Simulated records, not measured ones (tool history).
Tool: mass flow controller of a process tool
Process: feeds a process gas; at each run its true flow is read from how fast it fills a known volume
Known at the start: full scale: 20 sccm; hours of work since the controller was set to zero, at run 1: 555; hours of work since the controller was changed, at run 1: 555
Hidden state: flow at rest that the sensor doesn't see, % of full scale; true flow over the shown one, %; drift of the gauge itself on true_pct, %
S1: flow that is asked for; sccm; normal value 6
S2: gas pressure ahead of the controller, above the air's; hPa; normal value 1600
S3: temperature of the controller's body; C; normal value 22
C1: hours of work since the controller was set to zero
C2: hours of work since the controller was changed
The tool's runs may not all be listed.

run 1 day=0 | S1=6 S2=1600 S3=22 | C1=555 C2=555 | true_flow_(%)=99.19
run 2 day=2.183 | S1=6 S2=1600 S3=22 | C1=593 C2=593 | true_flow_(%)=98.95
run 3 day=6.154 | S1=6 S2=1600 S3=22 | C1=661 C2=661 | true_flow_(%)=98.88
run 4 day=9.346 | S1=6 S2=1600 S3=22 | C1=717 C2=717 | true_flow_(%)=98.93
run 5 day=12.879 | S1=6 S2=1600 S3=22 | C1=778 C2=778 | true_flow_(%)=98.89
run 6 day=16.308 | S1=6 S2=1600 S3=36 | C1=837 C2=837 | true_flow_(%)=97.85
run 7 day=18.367 | S1=6 S2=1600 S3=39 | C1=873 C2=873 | true_flow_(%)=97.76
run 8 day=20.546 | S1=6 S2=1600 S3=39 | C1=911 C2=911 | true_flow_(%)=97.73
run 9 day=22.592 | S1=6 S2=1600 S3=22 | C1=946 C2=946 | true_flow_(%)=98.74
run 10 day=26.358 | S1=6 S2=1600 S3=22 | C1=1011 C2=1011 | true_flow_(%)=98.92
run 11 day=29.117 | S1=6 S2=1680 S3=22 | C1=1059 C2=1059 | true_flow_(%)=98.91
run 12 day=31.958 | S1=6 S2=1680 S3=22 | C1=1108 C2=1108 | true_flow_(%)=98.86
run 13 day=35.354 | S1=6 S2=2740 S3=22 | C1=1167 C2=1167 | true_flow_(%)=99.72
run 14 day=38.542 | S1=3 S2=2530 S3=29 | C1=1222 C2=1222 | true_flow_(%)=97.75
run 15 day=40.358 | S1=3 S2=2530 S3=29 | C1=1253 C2=1253 | true_flow_(%)=97.76
run 16 day=43.154 | S1=3 S2=1870 S3=37 | C1=1302 C2=1302 | true_flow_(%)=96.71
run 17 day=45.004 | S1=3 S2=2670 S3=22 | C1=1334 C2=1334 | true_flow_(%)=98.27
run 18 day=49.229 | S1=3 S2=2670 S3=22 | C1=1407 C2=1407 | true_flow_(%)=98.18
run 19 day=52.433 | S1=3 S2=2670 S3=22 | C1=1462 C2=1462 | true_flow_(%)=98.13
run 20 day=56.458 | S1=3 S2=2670 S3=22 | C1=1532 C2=1532 | true_flow_(%)=98.18
run 21 day=58.679 | S1=4 S2=1430 S3=21 | C1=1570 C2=1570 | true_flow_(%)=97.82
run 22 day=62.767 | S1=5 S2=2070 S3=36 | C1=1641 C2=1641 | true_flow_(%)=97.65
run 23 day=65.758 | S1=7 S2=2700 S3=22 | C1=1693 C2=1693 | true_flow_(%)=99.73
run 24 day=67.567 | S1=6 S2=2710 S3=40 | C1=1724 C2=1724 | true_flow_(%)=98.2
run 25 day=71.233 | S1=6 S2=2560 S3=40 | C1=1788 C2=1788 | true_flow_(%)=98.1

Predict each of these 4 candidate next runs independently; none follows another, all start after run 25:
run A day=74.675 | S1=6 S2=1540 S3=32 | C1=1847 C2=1847 | true_flow_(%)=?
run B day=74.675 | S1=6 S2=2560 S3=32 | C1=1847 C2=1847 | true_flow_(%)=?
run C day=74.675 | S1=6 S2=1620 S3=30 | C1=1847 C2=1847 | true_flow_(%)=?
run D day=74.675 | S1=3 S2=1600 S3=22 | C1=1847 C2=1847 | true_flow_(%)=?

run=A true_flow_(%)=97.9
run=B true_flow_(%)=98.51
run=C true_flow_(%)=98.09
run=D true_flow_(%)=96.9
What these runs would have given with no unlogged condition in the tool:
run=A true_flow_(%)=98.55
run=B true_flow_(%)=99.16
run=C true_flow_(%)=98.74
run=D true_flow_(%)=99.06
